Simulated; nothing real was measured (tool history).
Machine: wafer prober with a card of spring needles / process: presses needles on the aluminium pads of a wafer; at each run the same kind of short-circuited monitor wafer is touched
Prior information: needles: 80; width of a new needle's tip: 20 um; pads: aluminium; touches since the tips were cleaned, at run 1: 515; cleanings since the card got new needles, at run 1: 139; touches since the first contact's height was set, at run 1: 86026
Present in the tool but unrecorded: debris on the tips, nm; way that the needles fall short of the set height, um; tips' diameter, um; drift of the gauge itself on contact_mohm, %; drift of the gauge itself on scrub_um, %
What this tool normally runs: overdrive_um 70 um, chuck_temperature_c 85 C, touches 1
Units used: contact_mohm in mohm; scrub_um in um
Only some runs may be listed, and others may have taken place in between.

run   hour  overdrive_um  chuck_temperature_c  touches  touches since the tips were cleaned  cleanings since the card got new needles  touches since the first contact's height was set  contact_mohm  scrub_um
  1    0.0            70                   85        1                                  515                                       139                                             86026           183     11.86
       5.9  -- tips cleaned on abrasive film
      15.7  -- tips cleaned on abrasive film
      25.5  -- tips cleaned on abrasive film
      35.3  -- tips cleaned on abrasive film
      45.1  -- tips cleaned on abrasive film
  2   47.1            70                   85        1                                  449                                       144                                             96459           192     11.75
      53.0  -- tips cleaned on abrasive film
      62.8  -- tips cleaned on abrasive film
      72.6  -- tips cleaned on abrasive film
      82.4  -- tips cleaned on abrasive film
      92.1  -- tips cleaned on abrasive film
  3   98.3            70                   85        1                                 1368                                       149                                            107798           209     11.51
     100.3  -- tips cleaned on abrasive film
     108.2  -- tips cleaned on abrasive film
     116.0  -- tips cleaned on abrasive film
     125.8  -- tips cleaned on abrasive film
     135.6  -- tips cleaned on abrasive film
     145.4  -- tips cleaned on abrasive film
  4  147.2            73                   85        1                                  395                                       155                                            118610           184     11.99
     155.0  -- tips cleaned on abrasive film
     162.9  -- tips cleaned on abrasive film
     171.1  -- tips cleaned on abrasive film
  5  171.1            73                   85        1                                    0                                       158                                            123907           168     12.04
     180.9  -- tips cleaned on abrasive film
     188.8  -- tips cleaned on abrasive film
     198.6  -- tips cleaned on abrasive film
     206.4  -- tips cleaned on abrasive film
  6  208.9            73                   85        1                                  559                                       162                                            132279           192     11.95
     214.8  -- tips cleaned on abrasive film
     226.8  -- card fitted with new needles
     236.6  -- tips cleaned on abrasive film
     246.4  -- tips cleaned on abrasive film
     256.2  -- tips cleaned on abrasive film
  7  261.7            73                   85        1                                 1224                                         3                                              7735           186     13.18
     265.7  -- tips cleaned on abrasive film
     275.5  -- tips cleaned on abrasive film
     285.3  -- tips cleaned on abrasive film
     295.1  -- tips cleaned on abrasive film
  8  296.5            73                  123        1                                  328                                         7                                             15443           181     13.03
     304.4  -- tips cleaned on abrasive film
     312.2  -- tips cleaned on abrasive film
     322.0  -- tips cleaned on abrasive film
  9  323.3            73                  123        1                                  276                                        10                                             21362           177     13.04
     331.1  -- tips cleaned on abrasive film
     339.0  -- tips cleaned on abrasive film
     348.8  -- tips cleaned on abrasive film
     358.6  -- tips cleaned on abrasive film
 10  359.1            73                  123        1                                  121                                        14                                             29297           174     12.82
     367.0  -- tips cleaned on abrasive film
     376.8  -- tips cleaned on abrasive film
     384.6  -- tips cleaned on abrasive film
     394.4  -- tips cleaned on abrasive film
 11  399.4            73                  123        1                                 1105                                        18                                             38216           195     12.73
     403.3  -- tips cleaned on abrasive film
     413.1  -- tips cleaned on abrasive film
     422.9  -- tips cleaned on abrasive film
 12  429.2            73                  123        1                                 1410                                        21                                             44834           198     12.88
     431.3  -- tips cleaned on abrasive film
     441.1  -- tips cleaned on abrasive film
     448.9  -- tips cleaned on abrasive film
     458.7  -- tips cleaned on abrasive film
 13  464.8            70                   85        1                                 1371                                        25                                             52717           197     12.21
     466.9  -- tips cleaned on abrasive film
     476.7  -- tips cleaned on abrasive film
     486.5  -- tips cleaned on abrasive film
     496.3  -- tips cleaned on abrasive film
     506.1  -- tips cleaned on abrasive film
     513.9  -- tips cleaned on abrasive film
 14  515.7            74                  106        2                                  394                                        31                                             63968           170     12.69
     523.6  -- tips cleaned on abrasive film
     531.4  -- tips cleaned on abrasive film
     541.2  -- tips cleaned on abrasive film
     549.1  -- tips cleaned on abrasive film
 15  552.1            74                  106        2                                  675                                        35                                             72023           180     12.73
     558.0  -- tips cleaned on abrasive film
     565.8  -- tips cleaned on abrasive film
     575.6  -- tips cleaned on abrasive film
     585.4  -- tips cleaned on abrasive film
     593.4  -- tips cleaned on abrasive film
 16  593.4            78                   63        1                                    0                                        40                                             81152           162     13.33
     601.3  -- tips cleaned on abrasive film
     609.1  -- tips cleaned on abrasive film
     618.9  -- tips cleaned on abrasive film
     626.8  -- tips cleaned on abrasive film
 17  631.8            58                   74        2                                 1125                                        44                                             89670           193      9.53
     635.8  -- tips cleaned on abrasive film
     645.6  -- tips cleaned on abrasive film
     655.4  -- tips cleaned on abrasive film
     663.2  -- tips cleaned on abrasive film
     673.0  -- tips cleaned on abrasive film
 18  678.0            58                   74        2                                 1116                                        49                                             99901           198      9.43
     682.0  -- tips cleaned on abrasive film
     689.8  -- tips cleaned on abrasive film
     699.6  -- tips cleaned on abrasive film
     709.4  -- tips cleaned on abrasive film
     719.2  -- tips cleaned on abrasive film
 19  724.9            70                   29        1                                 1273                                        54                                            110288           191     11.54
     728.9  -- tips cleaned on abrasive film
     738.7  -- tips cleaned on abrasive film
     746.5  -- tips cleaned on abrasive film
     756.3  -- tips cleaned on abrasive film
 20  756.5            70                   29        1                                   42                                        58                                            117275           160     11.57
     764.3  -- tips cleaned on abrasive film
     772.2  -- tips cleaned on abrasive film
     782.0  -- tips cleaned on abrasive film
     789.9  -- tips cleaned on abrasive film
     799.6  -- tips cleaned on abrasive film
 21  799.7            70                   50        2                                    4                                        63                                            126820           160     11.33
     809.4  -- tips cleaned on abrasive film
     819.2  -- tips cleaned on abrasive film
     829.0  -- tips cleaned on abrasive film
     838.8  -- tips cleaned on abrasive film
     846.6  -- tips cleaned on abrasive film
 22  847.2            70                   50        2                                  127                                        68                                            137351           162     11.52
     855.1  -- tips cleaned on abrasive film
     862.9  -- tips cleaned on abrasive film
     872.7  -- tips cleaned on abrasive film
     882.5  -- tips cleaned on abrasive film
     892.3  -- tips cleaned on abrasive film
 23  897.5            54                   30        3                                 1170                                        73                                            148506           187      8.23
     901.5  -- tips cleaned on abrasive film
     909.4  -- tips cleaned on abrasive film
     919.2  -- tips cleaned on abrasive film
 24  925.2            54                   30        3                                 1348                                        76                                            154629           192      8.29
     927.2  -- tips cleaned on abrasive film
     937.0  -- tips cleaned on abrasive film
     945.8  -- tips cleaned on abrasive film
 25  945.8            54                   30        1                                    0                                        79                                            159179           174      8.11

3 options for the next run, each taken on its own from the tool as it stands now. Forecast them:
     953.7  -- tips cleaned on abrasive film
     963.5  -- tips cleaned on abrasive film
     973.3  -- tips cleaned on abrasive film
  A  973.4            52                   29        1                                   26                                        82                                            165283             ?         ?
     953.7  -- tips cleaned on abrasive film
     963.5  -- tips cleaned on abrasive film
     973.3  -- tips cleaned on abrasive film
  B  973.4            81                   30        1                                   26                                        82                                            165283             ?         ?
     953.7  -- tips cleaned on abrasive film
     963.5  -- tips cleaned on abrasive film
     973.3  -- tips cleaned on abrasive film
  C  973.4            66                   25        2                                   26                                        82                                            165283             ?         ?

run  contact_mohm  scrub_um
  A           174      7.70
  B           158     12.99
  C           161     10.18
The same runs, with their run-to-run variation unchanged, on a tool lacking any hidden condition would have given:
run  contact_mohm  scrub_um
  A           158      9.38
  B           152     14.67
  C           153     11.85
